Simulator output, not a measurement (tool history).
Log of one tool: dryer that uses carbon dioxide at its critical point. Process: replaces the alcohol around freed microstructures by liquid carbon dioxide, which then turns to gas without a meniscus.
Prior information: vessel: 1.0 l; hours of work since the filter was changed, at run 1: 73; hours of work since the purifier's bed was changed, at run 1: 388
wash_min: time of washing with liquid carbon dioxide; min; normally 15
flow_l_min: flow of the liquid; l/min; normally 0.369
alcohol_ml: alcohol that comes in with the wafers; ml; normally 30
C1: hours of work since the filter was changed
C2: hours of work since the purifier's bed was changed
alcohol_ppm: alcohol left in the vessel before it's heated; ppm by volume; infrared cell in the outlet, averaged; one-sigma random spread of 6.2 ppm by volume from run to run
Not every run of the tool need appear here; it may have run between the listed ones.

{"run": 1, "hour": 0.0, "wash_min": 15, "flow_l_min": 0.369, "alcohol_ml": 30, "C1": 73, "C2": 388, "alcohol_ppm": 300}
{"run": 2, "hour": 59.5, "wash_min": 15, "flow_l_min": 0.369, "alcohol_ml": 30, "C1": 108, "C2": 423, "alcohol_ppm": 301}
{"run": 3, "hour": 94.4, "wash_min": 15, "flow_l_min": 0.369, "alcohol_ml": 30, "C1": 128, "C2": 443, "alcohol_ppm": 305}
{"run": 4, "hour": 144.8, "wash_min": 15, "flow_l_min": 0.369, "alcohol_ml": 30, "C1": 158, "C2": 473, "alcohol_ppm": 315}
{"run": 5, "hour": 174.5, "wash_min": 15, "flow_l_min": 0.369, "alcohol_ml": 30, "C1": 175, "C2": 490, "alcohol_ppm": 318}
{"run": 6, "hour": 226.3, "wash_min": 15, "flow_l_min": 0.369, "alcohol_ml": 30, "C1": 206, "C2": 520, "alcohol_ppm": 331}
{"run": 7, "hour": 287.6, "wash_min": 15, "flow_l_min": 0.369, "alcohol_ml": 30, "C1": 242, "C2": 556, "alcohol_ppm": 341}
{"run": 8, "hour": 314.4, "wash_min": 15, "flow_l_min": 0.369, "alcohol_ml": 30, "C1": 257, "C2": 572, "alcohol_ppm": 324}
{"run": 9, "hour": 350.8, "wash_min": 15, "flow_l_min": 0.369, "alcohol_ml": 30, "C1": 279, "C2": 593, "alcohol_ppm": 345}
{"run": 10, "hour": 409.2, "wash_min": 19, "flow_l_min": 0.422, "alcohol_ml": 85, "C1": 313, "C2": 628, "alcohol_ppm": 160}
{"run": 11, "hour": 459.8, "wash_min": 19, "flow_l_min": 0.422, "alcohol_ml": 85, "C1": 343, "C2": 657, "alcohol_ppm": 162}
{"run": 12, "hour": 518.0, "wash_min": 19, "flow_l_min": 0.422, "alcohol_ml": 85, "C1": 377, "C2": 691, "alcohol_ppm": 166}
{"run": 13, "hour": 556.3, "wash_min": 19, "flow_l_min": 0.422, "alcohol_ml": 85, "C1": 399, "C2": 714, "alcohol_ppm": 179}
{"hour": 582.6, "done": "inlet filter changed"}
{"run": 14, "hour": 582.6, "wash_min": 19, "flow_l_min": 0.422, "alcohol_ml": 85, "C1": 0, "C2": 729, "alcohol_ppm": 121}
{"run": 15, "hour": 617.4, "wash_min": 19, "flow_l_min": 0.422, "alcohol_ml": 85, "C1": 20, "C2": 749, "alcohol_ppm": 125}
{"run": 16, "hour": 643.5, "wash_min": 22, "flow_l_min": 0.369, "alcohol_ml": 30, "C1": 36, "C2": 764, "alcohol_ppm": 72}
{"run": 17, "hour": 691.2, "wash_min": 15, "flow_l_min": 0.347, "alcohol_ml": 46, "C1": 64, "C2": 792, "alcohol_ppm": 576}
{"run": 18, "hour": 739.2, "wash_min": 15, "flow_l_min": 0.347, "alcohol_ml": 46, "C1": 92, "C2": 820, "alcohol_ppm": 582}

For each entry between runs, how does the tool's hidden state at the last listed run before it compare with that at the first listed run after it?
Runs 13 to 14: inlet filter changed (hour 582.6)
  flow that reaches the vessel past the clogged filter, %: 92.5 -> 99.7; alcohol in the recycled carbon dioxide, ppm: 47.8 -> 48.6
  measured value less the no-hidden-state value, alcohol_ppm: +95 -> +45 ppm by volume

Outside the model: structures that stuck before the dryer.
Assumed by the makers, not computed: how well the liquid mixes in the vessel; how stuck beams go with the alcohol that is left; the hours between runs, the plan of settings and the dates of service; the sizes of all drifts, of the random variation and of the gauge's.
